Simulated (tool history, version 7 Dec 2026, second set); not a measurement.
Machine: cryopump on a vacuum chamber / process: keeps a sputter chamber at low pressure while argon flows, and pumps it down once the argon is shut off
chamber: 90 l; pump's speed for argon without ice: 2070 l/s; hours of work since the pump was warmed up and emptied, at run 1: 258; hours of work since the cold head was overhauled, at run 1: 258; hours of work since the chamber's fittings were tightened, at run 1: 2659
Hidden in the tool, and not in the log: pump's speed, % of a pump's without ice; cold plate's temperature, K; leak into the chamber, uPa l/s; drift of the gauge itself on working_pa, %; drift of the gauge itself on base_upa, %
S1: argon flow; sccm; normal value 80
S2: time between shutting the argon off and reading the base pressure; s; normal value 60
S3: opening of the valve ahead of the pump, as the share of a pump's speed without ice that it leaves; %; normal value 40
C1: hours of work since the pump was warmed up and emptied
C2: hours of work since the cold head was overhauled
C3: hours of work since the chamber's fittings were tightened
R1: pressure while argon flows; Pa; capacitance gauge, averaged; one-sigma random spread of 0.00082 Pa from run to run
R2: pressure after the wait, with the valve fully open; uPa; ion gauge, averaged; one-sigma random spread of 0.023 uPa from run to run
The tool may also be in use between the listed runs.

| run | hour | S1 | S2 | S3 | C1 | C2 | C3 | R1 | R2 |
|---|---|---|---|---|---|---|---|---|---|
| 1 | 0 | 80 | 60 | 40 | 258 | 258 | 2659 | 0.1807 | 1.28 |
| 2 | 21 | 48 | 60 | 40 | 272 | 272 | 2673 | 0.1095 | 1.35 |
| 3 | 51.5 | 48 | 60 | 40 | 293 | 293 | 2693 | 0.1079 | 1.35 |
| 4 | 73.9 | 80 | 21 | 40 | 308 | 308 | 2708 | 0.1842 | 2.64 |
| 5 | 107.6 | 80 | 21 | 40 | 331 | 331 | 2731 | 0.1856 | 2.68 |
| 6 | 127.9 | 80 | 27 | 40 | 344 | 344 | 2745 | 0.1853 | 2.22 |
| 7 | 164.5 | 80 | 27 | 40 | 369 | 369 | 2769 | 0.1867 | 2.22 |
| 8 | 197.1 | 80 | 27 | 40 | 391 | 391 | 2791 | 0.1887 | 2.26 |
| 9 | 217.8 | 80 | 27 | 40 | 404 | 404 | 2805 | 0.1901 | 2.22 |
| 10 | 237.6 | 80 | 124 | 40 | 418 | 418 | 2818 | 0.1909 | 1.06 |
| 11 | 263.7 | 122 | 60 | 20 | 435 | 435 | 2836 | 0.5393 | 1.49 |
| 12 | 303.7 | 122 | 60 | 20 | 462 | 462 | 2863 | 0.549 | 1.51 |
|  | 338.9 | pump warmed up, emptied and cooled again |
| 13 | 340.7 | 59 | 60 | 40 | 1 | 484 | 2884 | 0.1202 | 1.19 |
| 14 | 362.9 | 44 | 60 | 24 | 16 | 499 | 2899 | 0.1498 | 1.23 |
| 15 | 392.8 | 44 | 60 | 24 | 36 | 519 | 2919 | 0.1502 | 1.26 |
| 16 | 415.6 | 138 | 98 | 22 | 51 | 534 | 2934 | 0.5141 | 1.01 |
| 17 | 445.4 | 119 | 224 | 51 | 71 | 554 | 2954 | 0.1964 | 0.77 |
| 18 | 478.2 | 119 | 224 | 51 | 93 | 576 | 2976 | 0.1975 | 0.79 |
| 19 | 508 | 119 | 27 | 29 | 113 | 596 | 2996 | 0.3444 | 2.13 |
| 20 | 527.6 | 119 | 55 | 29 | 127 | 609 | 3009 | 0.3444 | 1.36 |

Alternative continuations, all from the tool just after run 20; predict every row:
| A | 558.4 | 119 | 22 | 57 | 147 | 630 | 3030 | ? | ? |
| B | 558.4 | 55 | 60 | 40 | 147 | 630 | 3030 | ? | ? |
| C | 558.4 | 93 | 115 | 48 | 147 | 630 | 3030 | ? | ? |

| run | R1 | R2 |
|---|---|---|
| A | 0.1824 | 2.51 |
| B | 0.1168 | 1.31 |
| C | 0.1691 | 1 |
Without the tool's unlogged condition, the same runs would have read:
| run | R1 | R2 |
|---|---|---|
| A | 0.1711 | 2.01 |
| B | 0.1116 | 0.81 |
| C | 0.1602 | 0.49 |
